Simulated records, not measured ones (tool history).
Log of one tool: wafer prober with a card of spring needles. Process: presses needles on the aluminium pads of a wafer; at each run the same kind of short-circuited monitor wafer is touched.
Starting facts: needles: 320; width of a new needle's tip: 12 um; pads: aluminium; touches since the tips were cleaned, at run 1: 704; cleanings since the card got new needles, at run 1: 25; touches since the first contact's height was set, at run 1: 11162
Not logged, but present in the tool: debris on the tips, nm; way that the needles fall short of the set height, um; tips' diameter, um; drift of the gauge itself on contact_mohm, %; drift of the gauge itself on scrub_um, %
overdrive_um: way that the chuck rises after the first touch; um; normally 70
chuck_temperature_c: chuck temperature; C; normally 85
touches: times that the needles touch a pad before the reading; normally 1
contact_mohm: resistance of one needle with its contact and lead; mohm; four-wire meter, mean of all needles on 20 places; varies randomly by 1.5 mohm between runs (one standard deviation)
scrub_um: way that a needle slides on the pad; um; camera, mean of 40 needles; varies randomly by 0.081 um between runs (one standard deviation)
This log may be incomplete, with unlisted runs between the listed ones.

run   hour  overdrive_um  chuck_temperature_c  touches  touches since the tips were cleaned  cleanings since the card got new needles  touches since the first contact's height was set  contact_mohm  scrub_um
  1    0.0            70                   85        1                                  704                                        25                                             11162           146     16.92
      24.0  -- tips cleaned on abrasive film
  2   41.5            70                   85        2                                 3955                                        26                                             20523           152     16.98
      52.0  -- tips cleaned on abrasive film
  3   74.4            70                   61        1                                 5063                                        27                                             27942           167     16.91
      80.3  -- tips cleaned on abrasive film
     108.4  -- tips cleaned on abrasive film
  4  114.1            70                   85        1                                 1287                                        29                                             36872           152     16.86
     135.2  -- tips cleaned on abrasive film
  5  135.2            70                   85        1                                    0                                        30                                             41617           139     16.79
  6  158.2            70                   85        1                                 5195                                        30                                             46812           169     16.86
     163.6  -- tips cleaned on abrasive film
  7  185.0            70                   85        1                                 4843                                        31                                             52853           170     16.81
     192.0  -- tips cleaned on abrasive film
     218.8  -- tips cleaned on abrasive film
  8  221.1            70                   85        1                                  538                                        33                                             60972           146     16.50
     245.7  -- tips cleaned on abrasive film
  9  260.9            70                   85        2                                 3419                                        34                                             69926           152     16.81
     274.3  -- tips cleaned on abrasive film
 10  284.4            70                   85        3                                 2279                                        35                                             75223           146     16.61
     302.9  -- tips cleaned on abrasive film
 11  323.4            70                   85        1                                 4647                                        36                                             84029           171     16.57
     332.5  -- tips cleaned on abrasive film
 12  353.5            70                   85        1                                 4745                                        37                                             90798           170     16.58
     359.3  -- tips cleaned on abrasive film
     386.2  -- tips cleaned on abrasive film
 13  387.5            70                   85        1                                  287                                        39                                             98430           147     16.61
     412.7  -- tips cleaned on abrasive film
 14  421.2            70                   85        3                                 1922                                        40                                            106044           143     16.62
     442.4  -- tips cleaned on abrasive film
 15  464.1            70                   85        1                                 4895                                        41                                            115704           172     16.63
     471.2  -- tips cleaned on abrasive film
 16  492.4            70                   85        1                                 4805                                        42                                            122092           173     16.50
     499.8  -- tips cleaned on abrasive film
 17  512.9            70                   85        1                                 2961                                        43                                            126696           165     16.54
     528.6  -- tips cleaned on abrasive film
 18  549.1            70                   85        1                                 4637                                        44                                            134865           174     16.47
     558.7  -- tips cleaned on abrasive film
 19  581.7            70                   85        1                                 5213                                        45                                            142207           176     16.40
     588.9  -- tips cleaned on abrasive film
 20  606.0            86                   85        1                                 3882                                        46                                            147680           161     20.11
     615.8  -- tips cleaned on abrasive film
 21  633.1            81                   46        2                                 3910                                        47                                            153767           146     19.08
     644.6  -- tips cleaned on abrasive film
     673.7  -- tips cleaned on abrasive film
 22  673.7            67                   85        1                                    0                                        49                                            162907           146     15.66
 23  696.1            58                  101        1                                 5070                                        49                                            167977           193     13.40
     700.9  -- tips cleaned on abrasive film
     710.5  -- height of the first contact set anew
     730.8  -- tips cleaned on abrasive film
 24  735.2            58                  101        1                                  976                                        51                                              5545           159     14.19
     757.6  -- tips cleaned on abrasive film
 25  757.6            58                   53        2                                    2                                        52                                             10603           137     14.12
     785.3  -- tips cleaned on abrasive film
 26  799.0            58                   53        2                                 3103                                        53                                             19927           160     14.10
     813.8  -- tips cleaned on abrasive film
 27  833.2            85                   56        1                                 4395                                        54                                             27642           156     20.50
     840.8  -- tips cleaned on abrasive film
 28  857.9            75                   56        1                                 3873                                        55                                             33205           162     18.04
     867.7  -- tips cleaned on abrasive film
     895.2  -- tips cleaned on abrasive film
 29  899.1            65                   31        1                                  873                                        57                                             42467           145     15.70
     924.3  -- tips cleaned on abrasive film
 30  939.9            78                   85        3                                 3535                                        58                                             51667           144     18.69
     951.7  -- tips cleaned on abrasive film
 31  974.2            78                   85        3                                 5084                                        59                                             59389           147     18.68

Each row is a separate what-if for the run after 31, all from the same tool condition, not one after another. Results?
      981.2  -- tips cleaned on abrasive film
  A  1006.3            56                   26        1                                 5666                                        60                                             66624             ?         ?
      981.2  -- tips cleaned on abrasive film
  B  1006.3            58                   85        1                                 5666                                        60                                             66624             ?         ?
      981.2  -- tips cleaned on abrasive film
  C  1006.3            74                   54        2                                 5666                                        60                                             66624             ?         ?
      981.2  -- tips cleaned on abrasive film
  D  1006.3            70                   84        1                                 5666                                        60                                             66624             ?         ?
      981.2  -- tips cleaned on abrasive film
  E  1006.3            54                   40        2                                 5666                                        60                                             66624             ?         ?

run  contact_mohm  scrub_um
  A           200     13.29
  B           196     13.85
  C           155     17.66
  D           181     16.80
  E           176     12.80
With no hidden state in the tool, these same runs would have given:
run  contact_mohm  scrub_um
  A           129     13.57
  B           135     14.13
  C           130     17.93
  D           138     17.08
  E           130     13.08
